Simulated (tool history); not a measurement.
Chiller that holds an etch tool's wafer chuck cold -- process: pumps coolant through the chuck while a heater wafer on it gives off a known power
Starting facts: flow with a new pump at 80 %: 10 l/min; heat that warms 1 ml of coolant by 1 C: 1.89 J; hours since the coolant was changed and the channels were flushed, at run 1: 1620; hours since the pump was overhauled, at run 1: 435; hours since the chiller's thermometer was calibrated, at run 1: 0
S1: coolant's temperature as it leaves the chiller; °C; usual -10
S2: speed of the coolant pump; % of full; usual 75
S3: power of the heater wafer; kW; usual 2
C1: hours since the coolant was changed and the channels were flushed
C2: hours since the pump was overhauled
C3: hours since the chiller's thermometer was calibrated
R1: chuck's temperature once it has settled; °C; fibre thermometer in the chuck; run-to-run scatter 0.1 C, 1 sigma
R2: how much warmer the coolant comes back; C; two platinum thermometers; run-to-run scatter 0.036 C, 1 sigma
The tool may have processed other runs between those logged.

run 1 day=0 | S1=-10 S2=75 S3=2 | C1=1620 C2=435 C3=0 | R1=6.3 R2=6.75
run 2 day=8.746 | S1=-10 S2=75 S3=2 | C1=1830 C2=645 C3=210 | R1=6.3 R2=6.88
run 3 day=14.004 | S1=-10 S2=75 S3=1.997 | C1=1956 C2=772 C3=336 | R1=6.3 R2=6.77
run 4 day=22.062 | S1=-10 S2=75 S3=1.997 | C1=2149 C2=965 C3=530 | R1=6.2 R2=6.77
run 5 day=27.45 | S1=-10 S2=75 S3=1.997 | C1=2279 C2=1094 C3=659 | R1=6.1 R2=6.78
run 6 day=31.988 | S1=-10 S2=75 S3=1.997 | C1=2388 C2=1203 C3=768 | R1=6.3 R2=6.81
run 7 day=39.917 | S1=-10 S2=75 S3=1.997 | C1=2578 C2=1393 C3=958 | R1=6.4 R2=6.79
run 8 day=46.279 | S1=-10 S2=75 S3=1.997 | C1=2730 C2=1546 C3=1111 | R1=6.5 R2=6.73
run 9 day=52.338 | S1=-18 S2=75 S3=2 | C1=2876 C2=1692 C3=1256 | R1=-1.4 R2=6.82
run 10 day=59.296 | S1=-10 S2=75 S3=2 | C1=3043 C2=1858 C3=1423 | R1=6.7 R2=6.77
run 11 day=66.988 | S1=-10 S2=75 S3=2 | C1=3227 C2=2043 C3=1608 | R1=6.5 R2=6.84
run 12 day=72.396 | S1=-10 S2=75 S3=2 | C1=3357 C2=2173 C3=1738 | R1=6.7 R2=6.87
run 13 day=81.058 | S1=-10 S2=75 S3=2 | C1=3565 C2=2381 C3=1945 | R1=6.6 R2=6.88
run 14 day=88.5 | S1=-10 S2=75 S3=2 | C1=3744 C2=2559 C3=2124 | R1=6.8 R2=6.83
run 15 day=97.75 | S1=-10 S2=75 S3=2 | C1=3966 C2=2781 C3=2346 | R1=6.9 R2=6.87
run 16 day=103.438 | S1=-10 S2=75 S3=2 | C1=4102 C2=2918 C3=2482 | R1=7.1 R2=6.92
-- day=104.258 coolant pump overhauled
run 17 day=110.112 | S1=-10 S2=88 S3=1.857 | C1=4258 C2=141 C3=2638 | R1=4.5 R2=5.47
run 18 day=116.483 | S1=-10 S2=88 S3=1.857 | C1=4410 C2=293 C3=2791 | R1=4.7 R2=5.42
run 19 day=123.488 | S1=-20 S2=75 S3=1.141 | C1=4578 C2=461 C3=2959 | R1=-10.2 R2=3.94
-- day=125.462 coolant pump overhauled, once more
run 20 day=131 | S1=-10 S2=70 S3=1.551 | C1=4754 C2=133 C3=3134 | R1=3.8 R2=5.61
run 21 day=135.558 | S1=-10 S2=70 S3=1.551 | C1=4863 C2=242 C3=3243 | R1=4.1 R2=5.6
run 22 day=141.792 | S1=-18 S2=98 S3=1.144 | C1=5013 C2=392 C3=3393 | R1=-9.4 R2=2.99
run 23 day=147.5 | S1=-8 S2=73 S3=1.768 | C1=5150 C2=529 C3=3530 | R1=7.7 R2=6.14
run 24 day=156.467 | S1=-3 S2=77 S3=2.737 | C1=5365 C2=744 C3=3745 | R1=20.4 R2=9.12
run 25 day=164.442 | S1=-9 S2=75 S3=1.767 | C1=5556 C2=935 C3=3937 | R1=6.4 R2=5.97
run 26 day=173.538 | S1=-7 S2=75 S3=1.262 | C1=5775 C2=1154 C3=4155 | R1=4.2 R2=4.32
run 27 day=181.929 | S1=-7 S2=75 S3=1.262 | C1=5976 C2=1355 C3=4356 | R1=4.4 R2=4.3
run 28 day=189.525 | S1=-10 S2=67 S3=1.327 | C1=6158 C2=1538 C3=4539 | R1=2.6 R2=5.1
run 29 day=193.95 | S1=-18 S2=75 S3=1.231 | C1=6265 C2=1644 C3=4645 | R1=-6.8 R2=4.19
run 30 day=200.5 | S1=-12 S2=74 S3=1.536 | C1=6422 C2=1801 C3=4802 | R1=2 R2=5.31
run 31 day=206.6 | S1=-13 S2=76 S3=2 | C1=6568 C2=1947 C3=4948 | R1=4.8 R2=6.74
run 32 day=210.558 | S1=-8 S2=63 S3=2.98 | C1=6663 C2=2042 C3=5043 | R1=21.2 R2=12.16

Some steps in R1, run to run, broken into two amounts with sign: the step expected even without the hidden condition (settings, incoming material, random variation), and the rest, left for the hidden condition together with whatever gauge scatter is not in both the measured and the hidden-condition-free result:
Hidden state present: heat passed by the chuck's channels, % of clean ones'; flow at a given pump speed, % of a new pump's; coolant's true temperature over the reading, C; drift of the gauge itself on chuck_c, C; drift of the gauge itself on warmer_back_c, C.
Run 18 -> 19: S1 -10 -> -20, S2 88 -> 75, S3 1.857 -> 1.141. R1 -14.9 °C: hidden state -0.3, all else -14.6.
Run 22 -> 23: S1 -18 -> -8, S2 98 -> 73, S3 1.144 -> 1.768. R1 +17.1 °C: hidden state +0.5, all else +16.6.
Run 23 -> 24: S1 -8 -> -3, S2 73 -> 77, S3 1.768 -> 2.737. R1 +12.7 °C: hidden state +0.6, all else +12.1.
Run 31 -> 32: S1 -13 -> -8, S2 76 -> 63, S3 2 -> 2.98. R1 +16.4 °C: hidden state +1, all else +15.4.
